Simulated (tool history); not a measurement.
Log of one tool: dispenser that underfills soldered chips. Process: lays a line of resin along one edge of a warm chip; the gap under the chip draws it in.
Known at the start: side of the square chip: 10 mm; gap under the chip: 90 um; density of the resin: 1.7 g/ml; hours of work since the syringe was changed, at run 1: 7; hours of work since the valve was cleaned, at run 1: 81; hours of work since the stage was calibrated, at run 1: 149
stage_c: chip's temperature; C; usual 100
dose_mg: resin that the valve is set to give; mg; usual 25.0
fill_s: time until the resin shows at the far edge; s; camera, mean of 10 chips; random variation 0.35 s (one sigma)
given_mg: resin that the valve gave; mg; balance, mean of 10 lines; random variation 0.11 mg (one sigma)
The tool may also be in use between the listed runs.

| run | day | stage_c | dose_mg | hours of work since the syringe was changed | hours of work since the valve was cleaned | hours of work since the stage was calibrated | fill_s | given_mg |
|---|---|---|---|---|---|---|---|---|
| 1 | 0.000 | 100 | 25.0 | 7 | 81 | 149 | 27.8 | 23.48 |
|  | 0.212 | new syringe of resin |
| 2 | 0.283 | 100 | 25.0 | 1 | 85 | 153 | 18.9 | 23.29 |
| 3 | 0.408 | 100 | 25.0 | 3 | 87 | 155 | 22.5 | 23.14 |
| 4 | 0.588 | 100 | 25.0 | 6 | 90 | 158 | 25.9 | 23.31 |
| 5 | 0.708 | 96 | 25.0 | 8 | 92 | 160 | 34.5 | 23.29 |
|  | 0.875 | new syringe of resin |
| 6 | 0.875 | 96 | 25.0 | 0 | 94 | 162 | 19.9 | 23.21 |
| 7 | 1.033 | 96 | 25.0 | 2 | 97 | 164 | 23.8 | 23.30 |
| 8 | 1.292 | 99 | 21.4 | 6 | 101 | 169 | 29.9 | 19.89 |
|  | 1.538 | new syringe of resin |
| 9 | 1.550 | 99 | 21.4 | 0 | 105 | 172 | 19.1 | 19.83 |
| 10 | 1.767 | 111 | 21.7 | 4 | 108 | 176 | 16.2 | 19.96 |
| 11 | 2.017 | 111 | 21.7 | 7 | 112 | 180 | 21.1 | 19.92 |
|  | 2.192 | new syringe of resin |
| 12 | 2.275 | 113 | 23.1 | 1 | 116 | 183 | 12.3 | 21.16 |
| 13 | 2.496 | 100 | 28.8 | 5 | 119 | 187 | 24.0 | 26.35 |
| 14 | 2.758 | 111 | 30.9 | 9 | 123 | 191 | 22.7 | 28.22 |

Forecast each of these 4 alternatives for the next run:
|  | 2.871 | new syringe of resin |
| A | 2.929 | 104 | 30.9 | 1 | 126 | 193 | ? | ? |
|  | 2.871 | new syringe of resin |
| B | 2.929 | 111 | 31.5 | 1 | 126 | 193 | ? | ? |
|  | 2.871 | new syringe of resin |
| C | 2.929 | 87 | 22.8 | 1 | 126 | 193 | ? | ? |
|  | 2.871 | new syringe of resin |
| D | 2.929 | 94 | 22.0 | 1 | 126 | 193 | ? | ? |

| run | fill_s | given_mg |
|---|---|---|
| A | 16.4 | 28.09 |
| B | 13.0 | 28.70 |
| C | 30.3 | 21.00 |
| D | 23.7 | 20.09 |
Without the tool's hidden state the same runs would have given:
| run | fill_s | given_mg |
|---|---|---|
| A | 15.6 | 30.92 |
| B | 12.4 | 31.59 |
| C | 28.5 | 23.11 |
| D | 22.2 | 22.12 |
